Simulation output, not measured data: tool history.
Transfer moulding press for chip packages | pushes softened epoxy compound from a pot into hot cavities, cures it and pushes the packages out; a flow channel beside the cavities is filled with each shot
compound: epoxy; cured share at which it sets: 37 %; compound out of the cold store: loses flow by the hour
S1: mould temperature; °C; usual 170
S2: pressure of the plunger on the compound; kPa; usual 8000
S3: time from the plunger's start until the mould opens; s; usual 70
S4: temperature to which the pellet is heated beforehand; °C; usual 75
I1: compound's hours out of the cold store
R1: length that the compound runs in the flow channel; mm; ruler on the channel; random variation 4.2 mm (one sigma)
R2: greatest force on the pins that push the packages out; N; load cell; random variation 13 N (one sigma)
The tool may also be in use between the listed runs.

run,day,S1,S2,S3,S4,I1,R1,R2
1,0,170,8000,70,75,9.8,834,725
# day 0.775: plunger's sealing rings changed
2,1.729,170,8000,70,75,28.3,826,1100
# day 2.121: cavities cleaned with cleaning compound and waxed
3,4.029,170,8000,70,75,27.7,821,1297
# day 4.417: cavities cleaned with cleaning compound and waxed
4,5.817,170,8000,70,75,27.2,807,983
# day 5.992: cavities cleaned with cleaning compound and waxed, once more
5,7.817,170,8000,70,75,27.2,798,1074
# day 8.317: cavities cleaned with cleaning compound and waxed
6,10.25,170,8000,70,75,25.3,786,1083
# day 10.488: cavities cleaned with cleaning compound and waxed
7,12.525,170,8000,70,67,30.8,756,1116
# day 12.779: cavities cleaned with cleaning compound and waxed
# day 14.454: plunger's sealing rings changed
8,14.662,170,8000,70,75,45.1,762,983
# day 15.046: cavities cleaned with cleaning compound and waxed
9,16.883,170,8000,70,75,38.7,783,1027
# day 17.408: cavities cleaned with cleaning compound and waxed
10,19.492,170,8000,70,75,10.5,871,1170
# day 19.779: cavities cleaned with cleaning compound and waxed
11,20.85,168,8000,70,75,20.7,829,1114
# day 22.05: cavities cleaned with cleaning compound and waxed
12,22.758,168,8000,70,75,42.7,746,920
# day 24.221: cavities cleaned with cleaning compound and waxed
13,24.796,168,8000,70,75,20.4,803,893
14,26.129,168,9780,86,76,19.1,896,830
# day 26.417: cavities cleaned with cleaning compound and waxed
15,27.396,168,9780,86,76,15.7,898,696
# day 28.088: plunger's sealing rings changed
# day 28.725: cavities cleaned with cleaning compound and waxed
16,29.062,170,8000,104,74,33.2,806,436
# day 30.896: cavities cleaned with cleaning compound and waxed
17,30.971,170,8000,104,74,17,864,376
18,32.429,173,8000,85,75,17.4,837,635
# day 33.112: cavities cleaned with cleaning compound and waxed
19,34.962,173,8000,84,68,23.9,813,676
# day 35.408: cavities cleaned with cleaning compound and waxed
20,36.721,164,8000,54,68,37,778,2474
# day 37.638: cavities cleaned with cleaning compound and waxed
21,38.538,164,8000,54,68,22.9,812,2447
# day 39.846: cavities cleaned with cleaning compound and waxed
22,40.829,170,8390,70,75,47.2,710,782
# day 41.875: plunger's sealing rings changed
# day 42.167: cavities cleaned with cleaning compound and waxed
23,42.167,165,6790,70,67,14.2,838,884
24,43.233,170,8000,68,75,26.6,827,972
# day 43.538: mould's thermocouples calibrated
# day 44.546: cavities cleaned with cleaning compound and waxed
25,45.254,175,6060,68,75,43.6,647,643
# day 46.696: cavities cleaned with cleaning compound and waxed
26,46.954,174,8010,66,67,12.2,860,720

Some steps in R1 between neighbouring runs. How much of each would the tool show without its hidden state too (settings, what came in, random variation), and how much is left for the hidden state, with any gauge scatter that isn't in both results?
The hidden state here: true mould temperature over the reading, C; pressure that reaches the compound, % of what is set; grip of the stained cavities, % over clean ones'; drift of the gauge itself on flow_mm, %; drift of the gauge itself on push_out_n, %.
Run 1 -> 2: plunger's sealing rings changed. R1 -8 mm: hidden state +73, all else -81.
Run 15 -> 16: S1 168 -> 170, S2 9780 -> 8000, S3 86 -> 104, S4 76 -> 74, plunger's sealing rings changed, cavities cleaned with cleaning compound and waxed. R1 -92 mm: hidden state +86, all else -178.
Run 24 -> 25: S1 170 -> 175, S2 8000 -> 6060, mould's thermocouples calibrated, cavities cleaned with cleaning compound and waxed. R1 -180 mm: hidden state -2, all else -178.
Run 25 -> 26: S1 175 -> 174, S2 6060 -> 8010, S3 68 -> 66, S4 75 -> 67, cavities cleaned with cleaning compound and waxed. R1 +213 mm: hidden state -16, all else +229.
